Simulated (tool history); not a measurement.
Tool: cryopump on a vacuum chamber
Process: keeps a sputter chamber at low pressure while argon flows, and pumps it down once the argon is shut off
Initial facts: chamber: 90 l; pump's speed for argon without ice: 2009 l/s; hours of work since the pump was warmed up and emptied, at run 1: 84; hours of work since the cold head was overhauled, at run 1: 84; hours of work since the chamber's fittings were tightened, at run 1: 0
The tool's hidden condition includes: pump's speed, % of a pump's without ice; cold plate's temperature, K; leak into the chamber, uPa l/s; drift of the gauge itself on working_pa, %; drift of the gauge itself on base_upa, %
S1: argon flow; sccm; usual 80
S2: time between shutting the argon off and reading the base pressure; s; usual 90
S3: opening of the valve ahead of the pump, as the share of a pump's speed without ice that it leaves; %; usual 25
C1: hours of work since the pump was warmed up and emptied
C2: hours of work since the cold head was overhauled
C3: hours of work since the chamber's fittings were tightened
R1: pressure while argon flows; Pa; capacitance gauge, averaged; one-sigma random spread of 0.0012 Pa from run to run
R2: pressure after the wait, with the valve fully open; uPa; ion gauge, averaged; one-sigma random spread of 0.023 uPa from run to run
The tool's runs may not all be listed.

run    hour   S1   S2  S3   C1    C2   C3      R1    R2
  1       0   80   90  25   84    84    0  0.2711  0.84
  2      36   80   90  25  116   116   32  0.2747   0.9
  3    65.5   80   90  26  142   142   58  0.2642  0.95
  4   126.7   80   90  26  196   196  112  0.2647  1.01
  5   154.5   80   90  26  221   221  136  0.2666  0.97
  6   214.5   80   30  25  274   274  189  0.2818  2.43
  7     279   80   30  25  330   330  246  0.2843  2.55
  8     309   80   90  17  357   357  272  0.4119  1.24
  9   358.7   80   90  17  401   401  316  0.4124  1.26
 10   389.7   80   90  17  428   428  344  0.4158  1.37
 11     452   80   90  17  483   483  399  0.4186  1.47
 12   492.3   80   90  18  518   518  434  0.3978  1.45
 13   524.1   80   90  25  547   547  462  0.2956  1.58
      539.5  -- pump warmed up, emptied and cooled again
 14   558.2   80   90  25   16   572  488  0.2722  1.36
 15     625   80   27  29   75   631  547  0.2372  2.97
 16   659.8   80   27  29  106   662  577  0.2377  3.01
 17   691.1   80   27  29  134   689  605  0.2388  2.97
 18   725.8  144   52  45  164   720  635  0.2839  2.07
 19   785.6   80  164  25  217   773  688  0.2778  1.37
 20   822.1   55   75  59  249   805  720  0.0864  1.84
 21   866.1   80   56  24  288   844  759  0.2927  2.12
 22   925.1   81  184  33  340   896  811  0.2213  1.57
 23   965.7   81  184  33  376   931  847   0.223  1.69
 24   993.8   81  152  33  400   956  872  0.2259  1.83
 25  1035.6   80  103  27  437   993  909  0.2735  2.07
 26  1078.2   70   37  25  475  1031  946  0.2561  3.18

Hidden state or all else? Some run-to-run changes of R1, split into what the settings, what came in and random variation would give without the hidden state, and what is left for the hidden state (with any gauge scatter that isn't in both results):
Run 13 -> 14: pump warmed up, emptied and cooled again. R1 -0.0234 Pa: hidden state -0.0248, all else +0.0014.
Run 17 -> 18: S1 80 -> 144, S2 27 -> 52, S3 29 -> 45. R1 +0.0451 Pa: hidden state +0.0074, all else +0.0377.
Run 19 -> 20: S1 80 -> 55, S2 164 -> 75, S3 25 -> 59. R1 -0.1914 Pa: hidden state -0.002, all else -0.1894.
Run 20 -> 21: S1 55 -> 80, S2 75 -> 56, S3 59 -> 24. R1 +0.2063 Pa: hidden state +0.0053, all else +0.201.
